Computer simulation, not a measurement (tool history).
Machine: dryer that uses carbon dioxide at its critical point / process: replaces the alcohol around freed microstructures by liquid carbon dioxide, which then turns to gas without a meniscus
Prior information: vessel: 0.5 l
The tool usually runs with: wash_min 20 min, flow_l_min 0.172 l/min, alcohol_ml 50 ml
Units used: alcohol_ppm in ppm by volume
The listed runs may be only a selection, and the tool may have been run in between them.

| run | day | wash_min | flow_l_min | alcohol_ml | alcohol_ppm |
|---|---|---|---|---|---|
| 1 | 0.000 | 20 | 0.172 | 50 | 901 |
| 2 | 0.383 | 20 | 0.172 | 50 | 957 |
| 3 | 0.788 | 20 | 0.172 | 50 | 925 |
| 4 | 1.283 | 20 | 0.172 | 34 | 665 |
| 5 | 1.804 | 20 | 0.172 | 34 | 699 |
| 6 | 2.088 | 20 | 0.172 | 34 | 705 |
| 7 | 2.429 | 20 | 0.172 | 34 | 710 |
| 8 | 2.938 | 20 | 0.172 | 50 | 1067 |
| 9 | 3.321 | 20 | 0.124 | 50 | 4013 |
| 10 | 3.696 | 20 | 0.124 | 50 | 4012 |
| 11 | 4.200 | 20 | 0.124 | 74 | 6120 |
| 12 | 4.608 | 20 | 0.144 | 74 | 3555 |
| 13 | 4.883 | 20 | 0.212 | 50 | 399 |
| 14 | 5.271 | 20 | 0.212 | 50 | 416 |
| 15 | 5.592 | 20 | 0.172 | 50 | 1213 |
|  | 6.146 | inlet filter changed |
| 16 | 6.154 | 20 | 0.172 | 50 | 595 |
| 17 | 6.629 | 20 | 0.172 | 50 | 597 |
| 18 | 7.129 | 20 | 0.172 | 71 | 879 |
| 19 | 7.438 | 20 | 0.172 | 50 | 636 |
| 20 | 7.733 | 20 | 0.172 | 50 | 641 |
| 21 | 8.100 | 18 | 0.172 | 50 | 1074 |
| 22 | 8.679 | 20 | 0.172 | 50 | 638 |
| 23 | 8.971 | 20 | 0.172 | 50 | 674 |
| 24 | 9.354 | 20 | 0.172 | 50 | 692 |
| 25 | 9.717 | 14 | 0.105 | 50 | 12209 |
| 26 | 10.042 | 18 | 0.217 | 89 | 617 |
| 27 | 10.604 | 22 | 0.172 | 50 | 458 |
| 28 | 10.883 | 20 | 0.198 | 35 | 264 |
| 29 | 11.217 | 29 | 0.122 | 110 | 1489 |
| 30 | 11.704 | 30 | 0.172 | 50 | 110 |
| 31 | 12.029 | 15 | 0.109 | 50 | 10206 |
| 32 | 12.367 | 15 | 0.109 | 50 | 10217 |
| 33 | 12.883 | 20 | 0.131 | 90 | 4626 |
| 34 | 13.429 | 20 | 0.207 | 54 | 336 |
| 35 | 13.942 | 20 | 0.207 | 54 | 370 |
| 36 | 14.283 | 20 | 0.172 | 50 | 854 |
| 37 | 14.642 | 20 | 0.120 | 57 | 4297 |
| 38 | 15.021 | 20 | 0.120 | 57 | 4281 |
| 39 | 15.529 | 20 | 0.120 | 57 | 4335 |
| 40 | 16.092 | 26 | 0.172 | 54 | 291 |
| 41 | 16.446 | 26 | 0.172 | 95 | 470 |
| 42 | 17.012 | 26 | 0.172 | 95 | 455 |
| 43 | 17.262 | 19 | 0.172 | 35 | 876 |
| 44 | 17.675 | 20 | 0.172 | 63 | 1291 |
| 45 | 18.242 | 24 | 0.172 | 49 | 429 |
| 46 | 18.808 | 24 | 0.172 | 49 | 454 |
| 47 | 19.312 | 22 | 0.225 | 26 | 137 |

4 ways to go on from here, each from the tool as it stands after run 47. What would each give?
| A | 19.750 | 22 | 0.225 | 104 | ? |
| B | 19.750 | 31 | 0.225 | 35 | ? |
| C | 19.750 | 16 | 0.225 | 26 | ? |
| D | 19.750 | 16 | 0.166 | 26 | ? |

| run | alcohol_ppm |
|---|---|
| A | 324 |
| B | 67 |
| C | 474 |
| D | 1614 |
Take away the tool's hidden state, keep each run's random variation, and the runs would have read:
| run | alcohol_ppm |
|---|---|
| A | 110 |
| B | 5 |
| C | 211 |
| D | 957 |

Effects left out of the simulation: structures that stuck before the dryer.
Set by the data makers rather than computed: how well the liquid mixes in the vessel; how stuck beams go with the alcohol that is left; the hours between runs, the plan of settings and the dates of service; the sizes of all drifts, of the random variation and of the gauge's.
